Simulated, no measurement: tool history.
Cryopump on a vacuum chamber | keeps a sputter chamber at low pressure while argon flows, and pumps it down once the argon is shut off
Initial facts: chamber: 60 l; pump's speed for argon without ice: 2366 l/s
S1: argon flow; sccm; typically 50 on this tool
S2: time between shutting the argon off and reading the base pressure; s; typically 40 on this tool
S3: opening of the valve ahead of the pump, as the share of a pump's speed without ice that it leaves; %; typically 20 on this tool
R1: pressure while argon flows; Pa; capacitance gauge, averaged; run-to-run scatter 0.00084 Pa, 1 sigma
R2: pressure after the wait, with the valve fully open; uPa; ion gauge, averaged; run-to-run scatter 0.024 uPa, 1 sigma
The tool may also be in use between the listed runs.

| run | hour | S1 | S2 | S3 | R1 | R2 |
|---|---|---|---|---|---|---|
| 1 | 0.0 | 50 | 40 | 20 | 0.1864 | 1.82 |
|  | 8.2 | pump warmed up, emptied and cooled again |
| 2 | 52.7 | 50 | 40 | 20 | 0.1798 | 1.61 |
| 3 | 107.8 | 50 | 40 | 20 | 0.1795 | 1.62 |
| 4 | 146.2 | 50 | 40 | 20 | 0.1794 | 1.62 |
| 5 | 179.5 | 29 | 40 | 20 | 0.1051 | 1.67 |
| 6 | 244.0 | 44 | 40 | 20 | 0.1590 | 1.67 |
| 7 | 315.6 | 44 | 40 | 20 | 0.1585 | 1.73 |
| 8 | 361.0 | 44 | 40 | 20 | 0.1587 | 1.76 |
| 9 | 429.4 | 44 | 40 | 20 | 0.1602 | 1.75 |
| 10 | 493.2 | 50 | 40 | 20 | 0.1819 | 1.85 |
| 11 | 550.4 | 50 | 23 | 20 | 0.1833 | 2.49 |
| 12 | 605.2 | 50 | 23 | 20 | 0.1844 | 2.46 |
| 13 | 639.5 | 50 | 23 | 20 | 0.1826 | 2.51 |
| 14 | 688.8 | 50 | 23 | 20 | 0.1834 | 2.52 |
| 15 | 744.5 | 50 | 23 | 20 | 0.1839 | 2.54 |
| 16 | 817.2 | 65 | 40 | 20 | 0.2378 | 2.00 |
| 17 | 879.5 | 53 | 24 | 29 | 0.1369 | 2.58 |
| 18 | 937.6 | 36 | 47 | 20 | 0.1335 | 1.97 |
| 19 | 969.3 | 20 | 38 | 20 | 0.0741 | 2.19 |
|  | 1010.1 | leaking fittings of the chamber tightened, without venting |
| 20 | 1037.8 | 20 | 38 | 20 | 0.0744 | 1.02 |
| 21 | 1096.9 | 36 | 40 | 15 | 0.1771 | 1.00 |
| 22 | 1165.2 | 36 | 40 | 15 | 0.1783 | 1.02 |
| 23 | 1218.7 | 55 | 28 | 18 | 0.2278 | 1.40 |
|  | 1243.2 | pump warmed up, emptied and cooled again |
| 24 | 1279.1 | 43 | 78 | 17 | 0.1840 | 0.65 |
| 25 | 1349.7 | 95 | 81 | 25 | 0.2736 | 0.63 |
| 26 | 1396.3 | 95 | 29 | 27 | 0.2542 | 1.34 |
| 27 | 1450.9 | 50 | 49 | 20 | 0.1805 | 0.95 |
| 28 | 1499.1 | 50 | 29 | 20 | 0.1800 | 1.37 |
| 29 | 1538.2 | 23 | 29 | 18 | 0.0929 | 1.44 |

What if the next run were any one of these 5? Each begins from the tool's condition after run 29:
| A | 1585.4 | 50 | 65 | 20 | ? | ? |
| B | 1585.4 | 90 | 83 | 18 | ? | ? |
| C | 1585.4 | 35 | 29 | 18 | ? | ? |
| D | 1585.4 | 76 | 30 | 18 | ? | ? |
| E | 1585.4 | 39 | 23 | 29 | ? | ? |

| run | R1 | R2 |
|---|---|---|
| A | 0.1813 | 0.79 |
| B | 0.3639 | 0.70 |
| C | 0.1416 | 1.40 |
| D | 0.3049 | 1.40 |
| E | 0.0985 | 1.70 |
With no hidden state in the tool, these same runs would have given:
| run | R1 | R2 |
|---|---|---|
| A | 0.1786 | 0.59 |
| B | 0.3589 | 0.51 |
| C | 0.1396 | 1.21 |
| D | 0.3007 | 1.20 |
| E | 0.0964 | 1.50 |
